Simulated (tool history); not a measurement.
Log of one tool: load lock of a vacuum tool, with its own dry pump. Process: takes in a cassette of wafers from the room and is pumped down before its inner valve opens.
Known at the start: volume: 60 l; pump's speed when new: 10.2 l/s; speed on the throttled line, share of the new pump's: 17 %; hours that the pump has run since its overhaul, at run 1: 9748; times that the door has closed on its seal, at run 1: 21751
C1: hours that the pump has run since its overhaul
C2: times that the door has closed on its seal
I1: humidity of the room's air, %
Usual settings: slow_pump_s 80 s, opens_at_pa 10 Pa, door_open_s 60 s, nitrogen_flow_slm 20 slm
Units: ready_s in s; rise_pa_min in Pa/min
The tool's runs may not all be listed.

Run 1, day 0.000: usual settings; C1 9748; C2 21751; I1 42.4. Result: ready_s 124.9 s, rise_pa_min 0.171 Pa/min.
Run 2, day 3.650: usual settings; C1 9836; C2 22123; I1 45.6. Result: ready_s 125.0 s, rise_pa_min 0.179 Pa/min.
Run 3, day 11.525: usual settings but opens_at_pa 8 Pa; C1 10025; C2 22925; I1 45.9. Result: ready_s 128.2 s, rise_pa_min 0.189 Pa/min.
Run 4, day 15.479: usual settings but opens_at_pa 8 Pa, nitrogen_flow_slm 11 slm; C1 10120; C2 23328; I1 45.9. Result: ready_s 127.4 s, rise_pa_min 0.198 Pa/min.
Run 5, day 22.721: usual settings; C1 10293; C2 24065; I1 48.1. Result: ready_s 124.5 s, rise_pa_min 0.201 Pa/min.
Run 6, day 27.812: usual settings; C1 10416; C2 24584; I1 44.4. Result: ready_s 126.2 s, rise_pa_min 0.207 Pa/min.
Run 7, day 35.421: usual settings; C1 10598; C2 25359; I1 42.0. Result: ready_s 124.8 s, rise_pa_min 0.224 Pa/min.
Run 8, day 42.917: usual settings; C1 10778; C2 26122; I1 48.2. Result: ready_s 126.5 s, rise_pa_min 0.232 Pa/min.
Run 9, day 48.642: usual settings; C1 10915; C2 26706; I1 46.8. Result: ready_s 127.1 s, rise_pa_min 0.234 Pa/min.
Run 10, day 56.396: usual settings; C1 11102; C2 27495; I1 44.7. Result: ready_s 125.5 s, rise_pa_min 0.243 Pa/min.
Run 11, day 64.412: usual settings; C1 11294; C2 28312; I1 43.2. Result: ready_s 126.2 s, rise_pa_min 0.266 Pa/min.
Run 12, day 71.208: usual settings; C1 11457; C2 29004; I1 47.9. Result: ready_s 126.5 s, rise_pa_min 0.270 Pa/min.
Run 13, day 74.875: usual settings but opens_at_pa 13 Pa; C1 11545; C2 29378; I1 47.2. Result: ready_s 124.9 s, rise_pa_min 0.277 Pa/min.
Run 14, day 78.492: usual settings; C1 11632; C2 29746; I1 44.0. Result: ready_s 125.7 s, rise_pa_min 0.289 Pa/min.
Run 15, day 84.700: usual settings; C1 11781; C2 30378; I1 47.1. Result: ready_s 125.2 s, rise_pa_min 0.294 Pa/min.
Run 16, day 89.658: usual settings; C1 11900; C2 30883; I1 45.2. Result: ready_s 126.9 s, rise_pa_min 0.304 Pa/min.
Run 17, day 94.746: usual settings; C1 12022; C2 31402; I1 47.3. Result: ready_s 127.7 s, rise_pa_min 0.320 Pa/min.
Run 18, day 99.683: usual settings; C1 12140; C2 31904; I1 44.8. Result: ready_s 127.0 s, rise_pa_min 0.318 Pa/min.
Run 19, day 105.075: usual settings but slow_pump_s 42 s, door_open_s 124 s, nitrogen_flow_slm 9 slm; C1 12270; C2 32454; I1 40.8. Result: ready_s 96.5 s, rise_pa_min 0.345 Pa/min.
Run 20, day 113.142: usual settings but slow_pump_s 77 s, opens_at_pa 12 Pa, door_open_s 124 s, nitrogen_flow_slm 9 slm; C1 12463; C2 33275; I1 46.5. Result: ready_s 122.9 s, rise_pa_min 0.364 Pa/min.
Run 21, day 119.517: usual settings but slow_pump_s 77 s, opens_at_pa 12 Pa, door_open_s 124 s, nitrogen_flow_slm 9 slm; C1 12616; C2 33924; I1 45.1. Result: ready_s 123.2 s, rise_pa_min 0.372 Pa/min.
Run 22, day 126.417: usual settings but slow_pump_s 77 s, opens_at_pa 12 Pa, door_open_s 124 s, nitrogen_flow_slm 9 slm; C1 12782; C2 34627; I1 48.4. Result: ready_s 123.3 s, rise_pa_min 0.380 Pa/min.
Run 23, day 130.850: usual settings but slow_pump_s 49 s, opens_at_pa 11 Pa, door_open_s 105 s, nitrogen_flow_slm 8 slm; C1 12889; C2 35079; I1 44.3. Result: ready_s 100.9 s, rise_pa_min 0.386 Pa/min.
Run 24, day 134.246: usual settings but slow_pump_s 74 s, nitrogen_flow_slm 23 slm; C1 12970; C2 35425; I1 45.1. Result: ready_s 123.8 s, rise_pa_min 0.368 Pa/min.
Run 25, day 140.767: usual settings but slow_pump_s 138 s, opens_at_pa 14 Pa, nitrogen_flow_slm 23 slm; C1 13126; C2 36089; I1 42.5. Result: ready_s 172.9 s, rise_pa_min 0.389 Pa/min.
Run 26, day 147.371: usual settings but slow_pump_s 91 s, opens_at_pa 12 Pa, door_open_s 47 s, nitrogen_flow_slm 13 slm; C1 13285; C2 36761; I1 41.4. Result: ready_s 134.7 s, rise_pa_min 0.408 Pa/min.
Run 27, day 150.796: usual settings but opens_at_pa 9 Pa, nitrogen_flow_slm 22 slm; C1 13367; C2 37110; I1 44.7. Result: ready_s 129.7 s, rise_pa_min 0.416 Pa/min.
Run 28, day 157.746: usual settings but slow_pump_s 139 s, door_open_s 77 s; C1 13534; C2 37818; I1 43.0. Result: ready_s 173.6 s, rise_pa_min 0.417 Pa/min.
Run 29, day 163.317: usual settings but slow_pump_s 139 s, door_open_s 77 s; C1 13668; C2 38386; I1 44.4. Result: ready_s 174.7 s, rise_pa_min 0.438 Pa/min.
At day 165.912: door's seal changed, seat wiped.
Run 30, day 166.983: usual settings but door_open_s 45 s; C1 13754; C2 109; I1 44.8. Result: ready_s 127.3 s, rise_pa_min 0.030 Pa/min.
Run 31, day 175.075: usual settings but opens_at_pa 13 Pa, door_open_s 45 s, nitrogen_flow_slm 5 slm; C1 13948; C2 933; I1 42.2. Result: ready_s 125.2 s, rise_pa_min 0.040 Pa/min.
Run 32, day 179.233: usual settings but slow_pump_s 51 s; C1 14048; C2 1356; I1 46.1. Result: ready_s 104.5 s, rise_pa_min 0.035 Pa/min.
Run 33, day 184.567: usual settings but slow_pump_s 75 s, door_open_s 56 s, nitrogen_flow_slm 16 slm; C1 14176; C2 1900; I1 43.1. Result: ready_s 123.3 s, rise_pa_min 0.033 Pa/min.
Run 34, day 191.350: usual settings but opens_at_pa 9 Pa, door_open_s 189 s, nitrogen_flow_slm 42 slm; C1 14339; C2 2590; I1 44.2. Result: ready_s 129.0 s, rise_pa_min 0.038 Pa/min.
Run 35, day 195.621: usual settings but slow_pump_s 94 s; C1 14441; C2 3026; I1 43.5. Result: ready_s 138.9 s, rise_pa_min 0.034 Pa/min.
Run 36, day 203.646: usual settings but slow_pump_s 87 s, opens_at_pa 16 Pa, door_open_s 70 s, nitrogen_flow_slm 26 slm; C1 14634; C2 3843; I1 45.1. Result: ready_s 130.9 s, rise_pa_min 0.041 Pa/min.

Forecast each of these 5 alternatives for the next run:
Run A, day 206.925: usual settings but slow_pump_s 61 s, opens_at_pa 8 Pa; C1 14713; C2 4177; I1 47.0. Result: ready_s ?, rise_pa_min ?.
Run B, day 206.925: usual settings but slow_pump_s 87 s, opens_at_pa 16 Pa, door_open_s 70 s, nitrogen_flow_slm 7 slm; C1 14713; C2 4177; I1 44.8. Result: ready_s ?, rise_pa_min ?.
Run C, day 206.925: usual settings but slow_pump_s 146 s, opens_at_pa 19 Pa, door_open_s 63 s, nitrogen_flow_slm 26 slm; C1 14713; C2 4177; I1 44.9. Result: ready_s ?, rise_pa_min ?.
Run D, day 206.925: usual settings but door_open_s 30 s; C1 14713; C2 4177; I1 43.0. Result: ready_s ?, rise_pa_min ?.
Run E, day 206.925: usual settings but slow_pump_s 74 s, opens_at_pa 7 Pa, nitrogen_flow_slm 30 slm; C1 14713; C2 4177; I1 40.9. Result: ready_s ?, rise_pa_min ?.

run  ready_s  rise_pa_min
  A    115.4        0.051
  B    130.3        0.061
  C    176.2        0.038
  D    128.0        0.036
  E    125.1        0.038
Without the tool's hidden state the same runs would have given:
run  ready_s  rise_pa_min
  A    107.2        0.033
  B    123.7        0.043
  C    171.5        0.020
  D    120.5        0.017
  E    117.1        0.019
